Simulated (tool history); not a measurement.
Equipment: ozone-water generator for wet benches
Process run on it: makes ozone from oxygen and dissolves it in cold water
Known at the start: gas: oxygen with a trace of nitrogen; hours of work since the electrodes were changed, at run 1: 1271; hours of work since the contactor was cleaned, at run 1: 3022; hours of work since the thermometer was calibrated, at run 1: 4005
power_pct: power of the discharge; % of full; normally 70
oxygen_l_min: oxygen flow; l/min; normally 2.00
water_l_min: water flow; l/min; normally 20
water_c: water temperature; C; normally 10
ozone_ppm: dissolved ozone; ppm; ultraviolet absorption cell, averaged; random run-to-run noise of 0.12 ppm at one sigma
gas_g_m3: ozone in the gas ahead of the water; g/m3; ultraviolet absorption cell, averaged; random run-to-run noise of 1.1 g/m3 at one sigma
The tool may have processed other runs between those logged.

| run | hour | power_pct | oxygen_l_min | water_l_min | water_c | hours of work since the electrodes were changed | hours of work since the contactor was cleaned | hours of work since the thermometer was calibrated | ozone_ppm | gas_g_m3 |
|---|---|---|---|---|---|---|---|---|---|---|
| 1 | 0.0 | 70 | 2.00 | 20 | 10 | 1271 | 3022 | 4005 | 12.1 | 184.0 |
| 2 | 52.4 | 70 | 2.00 | 20 | 6 | 1313 | 3064 | 4047 | 12.4 | 185.1 |
| 3 | 109.1 | 70 | 2.00 | 20 | 6 | 1358 | 3109 | 4092 | 12.2 | 186.5 |
| 4 | 156.6 | 70 | 2.00 | 20 | 6 | 1396 | 3146 | 4130 | 12.3 | 186.0 |
| 5 | 184.2 | 70 | 2.00 | 20 | 6 | 1417 | 3168 | 4152 | 12.3 | 183.0 |
| 6 | 226.1 | 70 | 2.00 | 20 | 6 | 1451 | 3202 | 4185 | 12.4 | 185.6 |
| 7 | 286.1 | 70 | 2.00 | 17 | 10 | 1499 | 3250 | 4233 | 14.2 | 188.1 |
| 8 | 340.8 | 70 | 2.00 | 17 | 10 | 1542 | 3293 | 4276 | 14.4 | 186.1 |
| 9 | 401.2 | 46 | 2.00 | 20 | 13 | 1590 | 3341 | 4324 | 8.1 | 130.4 |
| 10 | 441.7 | 60 | 2.00 | 20 | 6 | 1622 | 3373 | 4357 | 11.0 | 162.6 |
| 11 | 498.0 | 65 | 2.84 | 20 | 12 | 1667 | 3418 | 4401 | 12.6 | 150.8 |
| 12 | 529.8 | 65 | 2.84 | 20 | 12 | 1693 | 3443 | 4427 | 12.5 | 152.2 |
| 13 | 571.7 | 65 | 2.84 | 20 | 12 | 1726 | 3477 | 4460 | 12.5 | 150.1 |
| 14 | 601.8 | 65 | 2.84 | 20 | 12 | 1750 | 3501 | 4484 | 12.6 | 149.6 |
| 15 | 658.7 | 87 | 3.12 | 19 | 12 | 1795 | 3546 | 4529 | 17.5 | 186.8 |
| 16 | 718.9 | 86 | 3.38 | 29 | 11 | 1843 | 3594 | 4577 | 11.7 | 177.9 |

4 ways to go on from here, each from the tool as it stands after run 16. What would each give?
| A | 745.5 | 69 | 2.00 | 20 | 10 | 1864 | 3615 | 4598 | ? | ? |
| B | 745.5 | 70 | 1.10 | 17 | 16 | 1864 | 3615 | 4598 | ? | ? |
| C | 745.5 | 70 | 2.87 | 13 | 13 | 1864 | 3615 | 4598 | ? | ? |
| D | 745.5 | 44 | 1.46 | 29 | 11 | 1864 | 3615 | 4598 | ? | ? |

| run | ozone_ppm | gas_g_m3 |
|---|---|---|
| A | 11.8 | 183.7 |
| B | 10.8 | 237.7 |
| C | 19.7 | 159.9 |
| D | 4.5 | 141.0 |
Without the tool's unlogged condition, the same runs would have read:
| run | ozone_ppm | gas_g_m3 |
|---|---|---|
| A | 11.8 | 183.8 |
| B | 10.8 | 237.8 |
| C | 19.8 | 159.9 |
| D | 4.6 | 141.1 |

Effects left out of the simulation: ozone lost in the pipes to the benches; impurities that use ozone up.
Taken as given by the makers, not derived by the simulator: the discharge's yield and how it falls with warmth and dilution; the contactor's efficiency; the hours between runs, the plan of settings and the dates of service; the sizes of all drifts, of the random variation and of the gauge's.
